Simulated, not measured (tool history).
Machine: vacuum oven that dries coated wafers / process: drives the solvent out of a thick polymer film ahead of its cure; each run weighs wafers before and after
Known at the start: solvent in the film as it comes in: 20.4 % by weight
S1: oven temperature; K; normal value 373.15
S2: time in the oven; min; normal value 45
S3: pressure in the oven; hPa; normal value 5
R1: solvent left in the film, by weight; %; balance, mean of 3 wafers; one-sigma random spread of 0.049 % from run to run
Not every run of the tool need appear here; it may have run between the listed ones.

Run 1, hour 0: usual settings. Result: R1 0.81 %.
Run 2, hour 40.1: usual settings but S3 5.77 hPa. Result: R1 0.92 %.
Run 3, hour 80: usual settings but S3 5.77 hPa. Result: R1 0.87 %.
Run 4, hour 101.9: usual settings. Result: R1 0.86 %.
Run 5, hour 142.8: usual settings. Result: R1 0.97 %.
Run 6, hour 170.9: usual settings but S1 361.15 K. Result: R1 3.05 %.
Run 7, hour 195.5: usual settings. Result: R1 0.86 %.
Run 8, hour 227.5: usual settings. Result: R1 0.84 %.
Run 9, hour 259.8: usual settings. Result: R1 0.92 %.
Run 10, hour 290.6: usual settings. Result: R1 0.86 %.
Run 11, hour 322.6: usual settings but S2 29 min. Result: R1 2.22 %.
Run 12, hour 349.4: usual settings but S2 29 min. Result: R1 2.24 %.
Run 13, hour 373.8: usual settings but S2 29 min. Result: R1 2.21 %.
Run 14, hour 405.5: usual settings but S2 29 min. Result: R1 2.22 %.
Run 15, hour 446.7: usual settings but S2 29 min. Result: R1 2.15 %.
Run 16, hour 479.4: usual settings. Result: R1 0.71 %.
Run 17, hour 523.7: usual settings. Result: R1 0.83 %.
Run 18, hour 552.5: usual settings. Result: R1 0.99 %.
Run 19, hour 572.3: usual settings. Result: R1 0.81 %.
Run 20, hour 614.1: usual settings. Result: R1 0.79 %.
Run 21, hour 646.6: usual settings. Result: R1 0.77 %.
Run 22, hour 685.3: usual settings. Result: R1 0.77 %.
Run 23, hour 709.7: usual settings. Result: R1 0.81 %.
Run 24, hour 743.2: usual settings but S1 370.15 K, S2 69 min, S3 3.63 hPa. Result: R1 0.37 %.
Run 25, hour 784.9: usual settings but S1 366.15 K, S2 49 min, S3 2.77 hPa. Result: R1 1.5 %.
Run 26, hour 824.9: usual settings but S1 366.15 K, S2 49 min, S3 2.77 hPa. Result: R1 1.51 %.
Run 27, hour 860.3: usual settings but S1 366.15 K, S2 49 min, S3 2.77 hPa. Result: R1 1.47 %.
At hour 890.6: oven's thermocouples calibrated.
Run 28, hour 902: usual settings but S1 366.15 K, S2 49 min, S3 2.77 hPa. Result: R1 1.93 %.
Run 29, hour 921.8: usual settings but S1 365.15 K, S2 65 min, S3 6.54 hPa. Result: R1 1.37 %.
Run 30, hour 950.5: usual settings but S1 375.15 K, S2 74 min, S3 6.68 hPa. Result: R1 0.39 %.
Run 31, hour 969: usual settings but S3 18.33 hPa. Result: R1 1.55 %.
Run 32, hour 999.8: usual settings but S1 359.15 K, S2 52 min, S3 10.42 hPa. Result: R1 3.78 %.
Run 33, hour 1032.5: usual settings but S1 388.15 K, S2 24 min, S3 3.32 hPa. Result: R1 0.87 %.
Run 34, hour 1051: usual settings but S1 388.15 K, S2 52 min, S3 10.92 hPa. Result: R1 0.31 %.
Run 35, hour 1088.7: usual settings but S2 29 min, S3 4.35 hPa. Result: R1 2.65 %.
Run 36, hour 1111.7: usual settings but S1 359.15 K, S2 30 min, S3 11.76 hPa. Result: R1 6.92 %.
Run 37, hour 1140.1: usual settings but S2 24 min, S3 7.48 hPa. Result: R1 3.72 %.
Run 38, hour 1164.5: usual settings but S1 382.15 K, S2 36 min. Result: R1 0.61 %.
Run 39, hour 1204.2: usual settings but S1 382.15 K, S2 36 min. Result: R1 0.64 %.
Run 40, hour 1238: usual settings but S1 382.15 K, S2 36 min. Result: R1 0.69 %.
Run 41, hour 1263.3: usual settings but S1 362.15 K, S2 77 min. Result: R1 1.31 %.
Run 42, hour 1285.5: usual settings but S1 361.15 K, S2 44 min, S3 2.51 hPa. Result: R1 3.65 %.
Run 43, hour 1328.4: usual settings but S1 361.15 K, S2 44 min, S3 2.51 hPa. Result: R1 3.57 %.
Run 44, hour 1348.5: usual settings but S1 368.15 K, S2 44 min, S3 2.51 hPa. Result: R1 1.85 %.
Run 45, hour 1373.1: usual settings but S1 379.15 K, S2 72 min, S3 2.58 hPa. Result: R1 0.21 %.
Run 46, hour 1416: usual settings but S1 379.15 K, S2 72 min, S3 2.58 hPa. Result: R1 0.21 %.

Each row is a separate what-if for the run after 46, all from the same tool condition, not one after another. Results?
Run A, hour 1450.1: usual settings but S1 372.15 K, S2 72 min, S3 3.46 hPa. Result: R1 ?.
Run B, hour 1450.1: usual settings but S1 379.15 K, S2 72 min, S3 19.75 hPa. Result: R1 ?.
Run C, hour 1450.1: usual settings but S1 379.15 K, S2 65 min, S3 3.41 hPa. Result: R1 ?.
Run D, hour 1450.1: usual settings but S1 371.15 K, S3 8.75 hPa. Result: R1 ?.

run    R1
  A  0.47
  B  0.72
  C  0.29
  D  1.53
Without the tool's hidden state the same runs would have given:
run    R1
  A  0.31
  B  0.59
  C  0.16
  D  1.38
